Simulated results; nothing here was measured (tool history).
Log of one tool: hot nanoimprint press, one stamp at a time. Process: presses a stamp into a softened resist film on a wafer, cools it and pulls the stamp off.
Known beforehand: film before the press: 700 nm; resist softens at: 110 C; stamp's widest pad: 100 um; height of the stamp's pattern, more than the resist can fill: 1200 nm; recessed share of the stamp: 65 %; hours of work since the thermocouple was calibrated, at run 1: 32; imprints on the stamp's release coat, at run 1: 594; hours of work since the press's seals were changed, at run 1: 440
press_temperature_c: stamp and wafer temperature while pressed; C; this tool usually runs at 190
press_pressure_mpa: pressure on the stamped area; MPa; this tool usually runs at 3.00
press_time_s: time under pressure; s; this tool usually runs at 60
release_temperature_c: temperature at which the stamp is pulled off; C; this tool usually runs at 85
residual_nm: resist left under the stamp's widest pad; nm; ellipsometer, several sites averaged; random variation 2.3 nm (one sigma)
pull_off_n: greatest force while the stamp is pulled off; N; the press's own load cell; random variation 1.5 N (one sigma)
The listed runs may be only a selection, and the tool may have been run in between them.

run   hour  press_temperature_c  press_pressure_mpa  press_time_s  release_temperature_c  hours of work since the thermocouple was calibrated  imprints on the stamp's release coat  hours of work since the press's seals were changed  residual_nm  pull_off_n
  1    0.0                  190                3.00            60                     85                                                   32                                   594                                                 440        385.0         101
  2   10.2                  190                2.36            60                     85                                                   37                                   633                                                 445        433.2         103
  3   27.8                  190                2.36            60                     85                                                   46                                   699                                                 454        439.8         102
      39.4  -- stamp cleaned and given a new release coat
  4   53.9                  190                3.83            60                     85                                                   56                                    54                                                 465        344.6          98
  5   74.8                  190                3.83            60                     85                                                   67                                   133                                                 476        344.4          97
  6   90.3                  190                3.83            60                     85                                                   75                                   191                                                 484        344.6         101
  7  106.6                  190                3.55            60                     85                                                   83                                   252                                                 492        358.4         101
  8  115.9                  190                3.55            60                     85                                                   88                                   288                                                 497        360.2         101
  9  126.0                  190                2.71            60                     85                                                   93                                   326                                                 502        408.3         102
 10  138.8                  190                2.71            60                     85                                                  100                                   374                                                 509        406.8         102
 11  153.6                  190                2.71            60                     85                                                  108                                   429                                                 516        413.8          99
 12  165.7                  190                2.71            60                     85                                                  114                                   475                                                 522        412.2          99
 13  186.4                  190                2.71            60                     85                                                  124                                   552                                                 533        413.6         101
 14  205.3                  190                2.71            60                     91                                                  134                                   624                                                 543        414.5          90
 15  216.9                  190                3.00            60                     85                                                  140                                   667                                                 549        391.0         101
     235.6  -- stamp cleaned and given a new release coat
 16  242.4                  190                3.00            60                     85                                                  150                                    25                                                 559        393.4          98
 17  251.9                  190                3.00            60                     85                                                  155                                    61                                                 564        396.5          99
 18  262.1                  190                2.52            55                     85                                                  160                                   100                                                 569        436.1          98
 19  282.0                  190                1.88            55                     85                                                  171                                   174                                                 579        492.2          99
 20  291.8                  201                2.28            37                     87                                                  176                                   211                                                 584        371.8          96
 21  302.7                  185                3.73            60                     85                                                  181                                   252                                                 590        419.6         101
 22  320.6                  185                3.73            60                     85                                                  191                                   320                                                 599        421.8         101
 23  333.6                  182                3.00            42                     85                                                  197                                   368                                                 606        544.3         102
 24  351.1                  184                3.98            36                     73                                                  206                                   434                                                 615        479.5         134
 25  363.0                  190                2.51            92                     76                                                  212                                   479                                                 621        382.8         126
 26  382.7                  196                3.00            74                     85                                                  223                                   553                                                 631        307.1         104
 27  397.2                  189                3.00            37                     85                                                  230                                   607                                                 639        470.5         104
 28  415.9                  189                3.00            37                     85                                                  240                                   678                                                 648        470.6         107
     433.0  -- stamp cleaned and given a new release coat
 29  437.2                  190                3.00            60                     92                                                  248                                    16                                                 656        400.6          85

Forecast each of these 4 alternatives for the next run:
  A  451.6                  190                3.05            60                     85                                                  255                                    69                                                 664            ?           ?
  B  451.6                  190                3.82            30                     85                                                  255                                    69                                                 664            ?           ?
  C  451.6                  184                3.00            44                     86                                                  255                                    69                                                 664            ?           ?
  D  451.6                  190                3.00           118                     92                                                  255                                    69                                                 664            ?           ?

run  residual_nm  pull_off_n
  A        397.8         102
  B        439.4         100
  C        519.6          98
  D        326.5          85
Had the tool no hidden state, the same runs would have come out as:
run  residual_nm  pull_off_n
  A        375.5          98
  B        414.6          97
  C        496.9          95
  D        306.4          82

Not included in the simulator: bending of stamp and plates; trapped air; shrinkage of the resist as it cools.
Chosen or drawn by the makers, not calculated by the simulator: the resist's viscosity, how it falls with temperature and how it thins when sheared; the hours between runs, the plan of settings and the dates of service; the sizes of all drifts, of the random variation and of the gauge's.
